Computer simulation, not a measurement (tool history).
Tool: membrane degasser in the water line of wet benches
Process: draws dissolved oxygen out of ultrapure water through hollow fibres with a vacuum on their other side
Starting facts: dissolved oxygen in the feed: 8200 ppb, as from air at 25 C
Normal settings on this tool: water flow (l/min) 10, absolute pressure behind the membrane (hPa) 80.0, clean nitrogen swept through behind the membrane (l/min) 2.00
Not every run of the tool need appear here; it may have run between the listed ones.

run,hour,water flow (l/min),absolute pressure behind the membrane (hPa),clean nitrogen swept through behind the membrane (l/min),dissolved oxygen in the water behind the degasser (ppb),pressure that the water loses in the fibres (hPa)
1,0.0,10,80.0,2.00,110.1,669.3
2,160.4,10,195.7,2.00,247.1,666.8
3,239.3,10,80.0,2.00,110.8,668.8
4,412.9,10,80.0,2.00,108.8,672.4
5,493.4,10,80.0,2.00,110.0,672.6
6,589.5,10,196.2,2.00,244.4,673.6
7,783.1,10,80.0,2.00,110.7,671.2
8,896.8,9,70.8,1.11,115.6,604.2
9,983.3,13,83.9,2.00,177.0,875.4
10,1131.5,13,83.9,2.00,179.4,877.6
11,1223.7,10,66.4,2.00,92.1,675.2
12,1301.4,10,97.1,1.42,159.8,668.6
13,1492.8,10,80.0,1.86,113.1,676.0

4 options for the next run, each taken on its own from the tool as it stands now. Forecast them:
A,1612.9,10,82.7,1.86,?,?
B,1612.9,9,80.0,1.42,?,?
C,1612.9,9,185.9,2.00,?,?
D,1612.9,7,143.3,1.86,?,?

run,dissolved oxygen in the water behind the degasser (ppb),pressure that the water loses in the fibres (hPa)
A,119.5,676.7
B,112.2,603.6
C,205.7,609.8
D,121.8,473.0
With the hidden condition removed and each run's random variation left untouched, the same runs would have given:
run,dissolved oxygen in the water behind the degasser (ppb),pressure that the water loses in the fibres (hPa)
A,119.3,672.2
B,112.1,599.6
C,205.5,605.7
D,121.6,469.9
